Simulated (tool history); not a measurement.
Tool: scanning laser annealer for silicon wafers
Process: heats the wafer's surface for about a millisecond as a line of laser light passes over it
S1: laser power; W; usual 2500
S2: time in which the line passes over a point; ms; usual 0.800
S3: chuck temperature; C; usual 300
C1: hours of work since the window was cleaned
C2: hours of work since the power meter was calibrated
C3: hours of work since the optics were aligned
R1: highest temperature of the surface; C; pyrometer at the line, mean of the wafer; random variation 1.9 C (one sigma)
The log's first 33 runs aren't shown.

| run | hour | S1 | S2 | S3 | C1 | C2 | C3 | R1 |
|---|---|---|---|---|---|---|---|---|
|  | 2194.8 | window over the wafer cleaned |
| 34 | 2204.7 | 2217 | 0.934 | 311 | 5 | 140 | 218 | 1054 |
| 35 | 2293.3 | 2217 | 0.934 | 311 | 52 | 187 | 265 | 1055 |
| 36 | 2330.7 | 2217 | 0.934 | 311 | 72 | 207 | 284 | 1050 |
| 37 | 2402.9 | 2217 | 0.934 | 311 | 110 | 245 | 322 | 1050 |
| 38 | 2466.3 | 2401 | 0.587 | 266 | 143 | 278 | 356 | 911 |
| 39 | 2533.3 | 2679 | 0.686 | 274 | 178 | 314 | 391 | 1076 |
| 40 | 2618.8 | 2679 | 0.686 | 274 | 223 | 359 | 436 | 1073 |
| 41 | 2659.5 | 2377 | 0.800 | 300 | 245 | 380 | 458 | 1040 |

4 ways to go on from here, each from the tool as it stands after run 41. What would each give?
| A | 2750.5 | 2219 | 0.800 | 338 | 293 | 428 | 506 | ? |
| B | 2750.5 | 2267 | 0.800 | 300 | 293 | 428 | 506 | ? |
| C | 2750.5 | 2342 | 0.574 | 298 | 293 | 428 | 506 | ? |
| D | 2750.5 | 2377 | 0.654 | 263 | 293 | 428 | 506 | ? |

| run | R1 |
|---|---|
| A | 1012 |
| B | 992 |
| C | 906 |
| D | 928 |
Without the tool's hidden state the same runs would have given:
| run | R1 |
|---|---|
| A | 1028 |
| B | 1009 |
| C | 921 |
| D | 945 |

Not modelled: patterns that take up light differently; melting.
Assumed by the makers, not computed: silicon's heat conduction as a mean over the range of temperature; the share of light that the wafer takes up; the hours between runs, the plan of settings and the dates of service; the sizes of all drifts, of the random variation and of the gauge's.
